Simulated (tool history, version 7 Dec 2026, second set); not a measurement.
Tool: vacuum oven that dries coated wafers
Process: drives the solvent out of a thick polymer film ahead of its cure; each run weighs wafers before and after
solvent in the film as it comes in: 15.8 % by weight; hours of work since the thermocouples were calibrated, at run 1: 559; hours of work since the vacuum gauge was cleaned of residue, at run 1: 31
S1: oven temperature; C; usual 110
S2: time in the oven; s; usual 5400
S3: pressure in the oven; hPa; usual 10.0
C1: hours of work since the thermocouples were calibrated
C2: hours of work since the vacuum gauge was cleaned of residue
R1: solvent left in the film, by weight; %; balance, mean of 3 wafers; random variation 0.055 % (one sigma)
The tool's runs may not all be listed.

run	hour	S1	S2	S3	C1	C2	R1
1	0.0	110	5400	10.0	559	31	2.06
2	8.0	110	9600	10.0	564	37	1.10
3	22.2	110	9600	10.0	574	46	1.16
4	32.9	110	9600	10.0	581	54	1.16
5	40.6	110	5460	10.0	587	59	2.08
6	49.9	110	5460	10.0	593	65	2.04
7	60.6	110	5460	10.0	600	73	2.09
8	70.2	110	7440	10.0	607	79	1.42
9	82.7	110	5400	10.0	615	88	2.05
10	96.9	110	5400	10.0	625	97	2.22
11	105.2	110	5400	10.0	631	103	2.06
12	120.2	110	2700	10.0	641	113	4.55
13	126.4	110	2700	10.0	645	118	4.66
14	140.8	110	2700	10.0	655	127	4.74
15	147.6	110	5400	15.7	660	132	2.58
16	156.0	110	5400	15.7	665	138	2.59
17	170.9	110	5400	15.7	676	148	2.63
18	184.5	110	7020	15.7	685	157	2.01
19	197.0	120	6300	16.9	693	166	1.35
# hour 199.8: vacuum gauge cleaned of residue and calibrated
20	211.4	120	6300	16.9	702	8	1.30
21	218.0	101	5400	10.0	707	12	3.87
22	224.6	110	5400	5.2	711	17	1.75
# hour 228.8: oven's thermocouples calibrated
23	240.7	110	5400	37.9	8	27	4.75
24	251.0	120	2820	15.4	15	34	2.96
25	263.7	122	3540	22.3	24	42	2.54
# hour 270.8: vacuum gauge cleaned of residue and calibrated, once more
26	274.5	122	5400	35.9	30	3	2.58
27	281.0	117	4560	20.3	35	7	2.34
28	290.0	117	4560	20.3	41	13	2.36
29	303.6	117	4560	20.3	50	22	2.43
30	317.0	117	7020	20.3	59	32	1.76
31	324.4	120	7920	10.7	64	37	0.84

5 ways to go on from here, each from the tool as it stands after run 31. What would each give?
A	338.0	113	6420	18.6	74	46	?
B	338.0	120	5640	15.8	74	46	?
C	338.0	122	3000	10.0	74	46	?
D	338.0	110	6600	23.3	74	46	?
E	338.0	120	7920	20.1	74	46	?

run	R1
A	2.18
B	1.45
C	2.10
D	2.98
E	1.54
Without the tool's hidden state the same runs would have given:
run	R1
A	2.22
B	1.47
C	2.14
D	3.02
E	1.56

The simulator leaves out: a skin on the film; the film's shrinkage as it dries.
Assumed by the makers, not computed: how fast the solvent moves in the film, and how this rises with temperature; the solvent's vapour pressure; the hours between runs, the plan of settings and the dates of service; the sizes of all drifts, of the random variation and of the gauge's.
